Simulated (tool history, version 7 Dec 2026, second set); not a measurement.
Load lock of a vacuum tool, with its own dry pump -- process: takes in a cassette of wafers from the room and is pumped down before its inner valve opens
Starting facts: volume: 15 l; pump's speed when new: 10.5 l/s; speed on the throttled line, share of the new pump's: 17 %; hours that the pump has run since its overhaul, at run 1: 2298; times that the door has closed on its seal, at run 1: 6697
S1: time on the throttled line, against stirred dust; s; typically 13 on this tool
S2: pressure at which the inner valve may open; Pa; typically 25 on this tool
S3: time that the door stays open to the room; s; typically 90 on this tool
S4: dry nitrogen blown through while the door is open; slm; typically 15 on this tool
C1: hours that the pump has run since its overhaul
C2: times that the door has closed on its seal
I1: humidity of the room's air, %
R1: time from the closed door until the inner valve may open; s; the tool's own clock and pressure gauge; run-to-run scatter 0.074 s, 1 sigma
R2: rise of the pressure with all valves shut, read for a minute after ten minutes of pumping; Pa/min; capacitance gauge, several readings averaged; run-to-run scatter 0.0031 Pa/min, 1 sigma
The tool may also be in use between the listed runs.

run 1 hour=0.0 | S1=13 S2=25 S3=90 S4=15 | C1=2298 C2=6697 | I1=47.5 | R1=22.70 R2=0.109
run 2 hour=387.2 | S1=13 S2=25 S3=90 S4=15 | C1=2685 C2=8067 | I1=48.1 | R1=23.03 R2=0.128
run 3 hour=764.2 | S1=8 S2=25 S3=90 S4=15 | C1=3062 C2=9401 | I1=43.4 | R1=18.90 R2=0.131
run 4 hour=1212.9 | S1=8 S2=25 S3=90 S4=15 | C1=3511 C2=10989 | I1=41.1 | R1=18.85 R2=0.140
run 5 hour=1527.2 | S1=8 S2=25 S3=90 S4=7 | C1=3825 C2=12101 | I1=41.9 | R1=19.13 R2=0.167
run 6 hour=1773.2 | S1=13 S2=25 S3=134 S4=15 | C1=4071 C2=12971 | I1=44.8 | R1=23.01 R2=0.178
run 7 hour=2013.8 | S1=13 S2=24 S3=90 S4=15 | C1=4312 C2=13823 | I1=46.4 | R1=23.25 R2=0.181
run 8 hour=2311.5 | S1=13 S2=25 S3=90 S4=15 | C1=4609 C2=14876 | I1=44.0 | R1=23.07 R2=0.187
run 9 hour=2536.0 | S1=13 S2=25 S3=30 S4=15 | C1=4834 C2=15670 | I1=46.5 | R1=23.25 R2=0.179
run 10 hour=3002.9 | S1=13 S2=25 S3=30 S4=15 | C1=5301 C2=17322 | I1=43.4 | R1=23.14 R2=0.202
run 11 hour=3220.9 | S1=13 S2=25 S3=30 S4=15 | C1=5519 C2=18094 | I1=44.4 | R1=23.13 R2=0.212
run 12 hour=3663.2 | S1=13 S2=25 S3=30 S4=15 | C1=5961 C2=19659 | I1=43.7 | R1=23.27 R2=0.235
run 13 hour=4052.2 | S1=13 S2=25 S3=30 S4=15 | C1=6350 C2=21035 | I1=48.7 | R1=23.29 R2=0.258
run 14 hour=4423.6 | S1=13 S2=25 S3=30 S4=15 | C1=6721 C2=22349 | I1=41.5 | R1=23.39 R2=0.273
run 15 hour=4802.0 | S1=13 S2=25 S3=30 S4=15 | C1=7100 C2=23688 | I1=43.4 | R1=23.46 R2=0.293
run 16 hour=5075.5 | S1=13 S2=25 S3=30 S4=15 | C1=7373 C2=24656 | I1=45.2 | R1=23.40 R2=0.315
run 17 hour=5539.1 | S1=13 S2=25 S3=30 S4=15 | C1=7837 C2=26296 | I1=44.8 | R1=23.43 R2=0.342
run 18 hour=5967.3 | S1=13 S2=25 S3=30 S4=16 | C1=8265 C2=27812 | I1=44.1 | R1=23.38 R2=0.357
run 19 hour=6400.8 | S1=13 S2=25 S3=33 S4=15 | C1=8699 C2=29346 | I1=43.5 | R1=23.56 R2=0.388
run 20 hour=6725.2 | S1=13 S2=25 S3=33 S4=15 | C1=9023 C2=30493 | I1=46.5 | R1=23.53 R2=0.407
run 21 hour=6967.6 | S1=8 S2=25 S3=90 S4=15 | C1=9265 C2=31351 | I1=43.5 | R1=19.57 R2=0.447
run 22 hour=7203.7 | S1=8 S2=25 S3=90 S4=15 | C1=9502 C2=32187 | I1=45.3 | R1=19.62 R2=0.468
run 23 hour=7664.0 | S1=9 S2=23 S3=90 S4=15 | C1=9962 C2=33816 | I1=41.1 | R1=20.65 R2=0.504
-- hour=7763.8 door's seal changed, seat wiped
run 24 hour=7865.2 | S1=9 S2=23 S3=90 S4=15 | C1=10162 C2=359 | I1=49.8 | R1=20.50 R2=0.058
run 25 hour=8126.1 | S1=9 S2=23 S3=90 S4=10 | C1=10422 C2=1282 | I1=48.7 | R1=20.62 R2=0.068
run 26 hour=8372.8 | S1=12 S2=49 S3=90 S4=10 | C1=10669 C2=2155 | I1=44.9 | R1=21.83 R2=0.075
run 27 hour=8686.2 | S1=12 S2=49 S3=90 S4=16 | C1=10983 C2=3264 | I1=44.5 | R1=21.82 R2=0.065
run 28 hour=9062.3 | S1=12 S2=33 S3=54 S4=16 | C1=11359 C2=4595 | I1=41.7 | R1=22.56 R2=0.062
run 29 hour=9534.3 | S1=22 S2=43 S3=54 S4=5 | C1=11831 C2=6265 | I1=46.6 | R1=30.21 R2=0.090
run 30 hour=9970.6 | S1=20 S2=43 S3=45 S4=4 | C1=12267 C2=7809 | I1=46.5 | R1=28.74 R2=0.096
run 31 hour=10344.2 | S1=7 S2=21 S3=220 S4=23 | C1=12641 C2=9131 | I1=47.9 | R1=19.42 R2=0.121
run 32 hour=10643.3 | S1=13 S2=25 S3=173 S4=7 | C1=12940 C2=10189 | I1=45.0 | R1=24.01 R2=0.158
run 33 hour=10955.0 | S1=13 S2=25 S3=87 S4=38 | C1=13251 C2=11292 | I1=44.5 | R1=24.00 R2=0.102
run 34 hour=11170.2 | S1=13 S2=25 S3=87 S4=38 | C1=13467 C2=12054 | I1=41.6 | R1=24.09 R2=0.107
run 35 hour=11588.0 | S1=25 S2=19 S3=87 S4=38 | C1=13884 C2=13532 | I1=47.1 | R1=34.24 R2=0.124
run 36 hour=11867.9 | S1=15 S2=19 S3=80 S4=35 | C1=14164 C2=14522 | I1=43.9 | R1=26.12 R2=0.131

Consider 3 possible next runs. They are alternatives, not a sequence: every one starts from the tool as it was left by run 36. What does each give?
run A hour=12104.3 | S1=21 S2=19 S3=61 S4=35 | C1=14401 C2=15359 | I1=48.0 | R1=? R2=?
run B hour=12104.3 | S1=13 S2=29 S3=90 S4=15 | C1=14401 C2=15359 | I1=44.7 | R1=? R2=?
run C hour=12104.3 | S1=7 S2=47 S3=56 S4=15 | C1=14401 C2=15359 | I1=46.6 | R1=? R2=?

run=A R1=31.03 R2=0.143
run=B R1=24.00 R2=0.171
run=C R1=18.32 R2=0.164
What these runs would have given with no unlogged condition in the tool:
run=A R1=29.66 R2=0.026
run=B R1=22.50 R2=0.054
run=C R1=16.77 R2=0.047
